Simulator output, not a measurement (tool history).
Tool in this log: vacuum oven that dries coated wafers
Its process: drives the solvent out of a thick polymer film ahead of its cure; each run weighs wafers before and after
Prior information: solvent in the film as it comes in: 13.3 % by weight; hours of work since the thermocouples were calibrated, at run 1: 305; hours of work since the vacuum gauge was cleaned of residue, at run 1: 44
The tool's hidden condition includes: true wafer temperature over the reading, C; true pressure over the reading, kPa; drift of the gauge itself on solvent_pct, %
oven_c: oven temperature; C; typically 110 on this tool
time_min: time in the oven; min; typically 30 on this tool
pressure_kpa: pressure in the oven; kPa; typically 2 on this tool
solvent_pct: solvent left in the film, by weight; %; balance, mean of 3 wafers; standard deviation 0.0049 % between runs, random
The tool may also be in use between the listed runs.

run   hour  oven_c  time_min  pressure_kpa  hours of work since the thermocouples were calibrated  hours of work since the vacuum gauge was cleaned of residue  solvent_pct
  1      0     110        30             2                                                    305                                                           44        4.277
  2     10     110        30             2                                                    309                                                           48        4.289
  3   26.8      97        30             2                                                    317                                                           55        6.669
  4   46.1      97        30             2                                                    325                                                           64        6.674
  5     65      97        30             2                                                    333                                                           72        6.675
  6   79.1      97        30             2                                                    339                                                           78         6.68
  7   99.9      99        30             2                                                    349                                                           87        6.304
  8  112.2      99        30             2                                                    354                                                           93        6.295
  9  127.6      99        20             2                                                    361                                                           99        7.522
 10  144.7      99        20             2                                                    368                                                          107        7.531
 11  163.3      99        20             2                                                    376                                                          115        7.523
 12  181.5      99        20             2                                                    384                                                          123        7.506
 13  192.2     110        30          1.25                                                    389                                                          128        3.813
 14    204     109        29          1.36                                                    394                                                          133        4.175
 15  217.3     103        43          1.47                                                    400                                                          139        3.942
 16    227     119        38             2                                                    404                                                          143         2.24
 17  246.8     106        38          2.81                                                    413                                                          152         4.82
 18  261.8     120        38          2.74                                                    419                                                          158        2.525
 19  277.5     120        35          2.92                                                    426                                                          165        2.804
 20  298.8     120        15          3.27                                                    436                                                          174        5.555
 21  312.9     120        15          3.27                                                    442                                                          181        5.543
 22    326     100        30             2                                                    447                                                          186        6.115
 23  341.2     100        30             2                                                    454                                                          193        6.112

Had the tool no unlogged condition, and each run kept its random variation, what would the results have been?
run  solvent_pct
  1        4.375
  2        4.387
  3        6.769
  4        6.773
  5        6.774
  6        6.778
  7        6.404
  8        6.394
  9         7.61
 10        7.619
 11         7.61
 12        7.593
 13        3.902
 14        4.267
 15        4.028
 16          2.3
 17        4.922
 18         2.59
 19        2.877
 20         5.66
 21        5.649
 22        6.211
 23        6.208
